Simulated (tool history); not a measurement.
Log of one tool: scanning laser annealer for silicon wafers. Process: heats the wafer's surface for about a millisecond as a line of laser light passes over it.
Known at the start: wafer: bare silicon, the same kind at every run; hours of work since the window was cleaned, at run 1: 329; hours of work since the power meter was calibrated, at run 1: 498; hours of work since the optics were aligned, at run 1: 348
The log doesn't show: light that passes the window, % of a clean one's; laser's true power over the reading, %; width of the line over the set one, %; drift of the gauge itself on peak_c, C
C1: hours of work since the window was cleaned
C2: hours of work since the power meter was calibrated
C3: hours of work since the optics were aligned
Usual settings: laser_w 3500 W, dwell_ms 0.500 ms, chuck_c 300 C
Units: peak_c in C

run 1 hour=0.0 | laser_w=3500 dwell_ms=0.500 chuck_c=300 | C1=329 C2=498 C3=348 | peak_c=1013
run 2 hour=13.2 | laser_w=3500 dwell_ms=0.500 chuck_c=300 | C1=338 C2=508 C3=357 | peak_c=1011
run 3 hour=31.0 | laser_w=3500 dwell_ms=0.500 chuck_c=300 | C1=351 C2=520 C3=369 | peak_c=1013
run 4 hour=50.6 | laser_w=3500 dwell_ms=0.500 chuck_c=300 | C1=365 C2=534 C3=383 | peak_c=1014
run 5 hour=61.2 | laser_w=3500 dwell_ms=0.500 chuck_c=300 | C1=372 C2=541 C3=391 | peak_c=1015
run 6 hour=72.8 | laser_w=3500 dwell_ms=0.500 chuck_c=300 | C1=380 C2=549 C3=399 | peak_c=1011
run 7 hour=86.7 | laser_w=3500 dwell_ms=0.500 chuck_c=335 | C1=390 C2=559 C3=409 | peak_c=1048
run 8 hour=99.1 | laser_w=3500 dwell_ms=0.500 chuck_c=335 | C1=399 C2=568 C3=417 | peak_c=1045
run 9 hour=122.0 | laser_w=3500 dwell_ms=0.500 chuck_c=300 | C1=415 C2=584 C3=433 | peak_c=1012
run 10 hour=136.0 | laser_w=3500 dwell_ms=0.500 chuck_c=300 | C1=425 C2=594 C3=443 | peak_c=1014
run 11 hour=152.0 | laser_w=3023 dwell_ms=0.500 chuck_c=300 | C1=436 C2=605 C3=454 | peak_c=896
run 12 hour=166.4 | laser_w=3023 dwell_ms=0.500 chuck_c=300 | C1=446 C2=615 C3=464 | peak_c=894
run 13 hour=179.1 | laser_w=3023 dwell_ms=0.500 chuck_c=300 | C1=455 C2=624 C3=473 | peak_c=894
run 14 hour=200.9 | laser_w=3023 dwell_ms=0.500 chuck_c=300 | C1=470 C2=639 C3=489 | peak_c=892
run 15 hour=213.7 | laser_w=3023 dwell_ms=0.500 chuck_c=300 | C1=479 C2=648 C3=498 | peak_c=893
run 16 hour=231.4 | laser_w=3500 dwell_ms=0.381 chuck_c=295 | C1=491 C2=661 C3=510 | peak_c=908
run 17 hour=246.8 | laser_w=3500 dwell_ms=0.381 chuck_c=295 | C1=502 C2=671 C3=521 | peak_c=904
run 18 hour=259.2 | laser_w=3500 dwell_ms=0.381 chuck_c=295 | C1=511 C2=680 C3=529 | peak_c=905
run 19 hour=282.8 | laser_w=3500 dwell_ms=0.381 chuck_c=295 | C1=527 C2=697 C3=546 | peak_c=907
run 20 hour=298.3 | laser_w=3500 dwell_ms=0.614 chuck_c=276 | C1=538 C2=707 C3=557 | peak_c=1070
run 21 hour=314.1 | laser_w=3571 dwell_ms=0.402 chuck_c=335 | C1=549 C2=719 C3=568 | peak_c=977
run 22 hour=331.9 | laser_w=3107 dwell_ms=0.583 chuck_c=308 | C1=562 C2=731 C3=580 | peak_c=972
run 23 hour=342.2 | laser_w=3107 dwell_ms=0.583 chuck_c=308 | C1=569 C2=738 C3=588 | peak_c=970
run 24 hour=358.8 | laser_w=3729 dwell_ms=0.392 chuck_c=313 | C1=581 C2=750 C3=599 | peak_c=981
run 25 hour=372.2 | laser_w=3732 dwell_ms=0.526 chuck_c=321 | C1=590 C2=759 C3=609 | peak_c=1107
run 26 hour=387.8 | laser_w=3732 dwell_ms=0.526 chuck_c=321 | C1=601 C2=770 C3=620 | peak_c=1103
run 27 hour=411.0 | laser_w=3500 dwell_ms=0.558 chuck_c=300 | C1=617 C2=786 C3=636 | peak_c=1048
run 28 hour=422.8 | laser_w=3500 dwell_ms=0.521 chuck_c=300 | C1=626 C2=795 C3=644 | peak_c=1020
run 29 hour=441.4 | laser_w=3176 dwell_ms=0.444 chuck_c=281 | C1=639 C2=808 C3=657 | peak_c=868

Forecast each of these 3 alternatives for the next run:
run A hour=452.0 | laser_w=3029 dwell_ms=0.398 chuck_c=300 | C1=646 C2=815 C3=665 | peak_c=?
run B hour=452.0 | laser_w=3130 dwell_ms=0.500 chuck_c=287 | C1=646 C2=815 C3=665 | peak_c=?
run C hour=452.0 | laser_w=3134 dwell_ms=0.446 chuck_c=340 | C1=646 C2=815 C3=665 | peak_c=?

run=A peak_c=820
run=B peak_c=901
run=C peak_c=919
Without the tool's hidden state the same runs would have given:
run=A peak_c=839
run=B peak_c=924
run=C peak_c=940
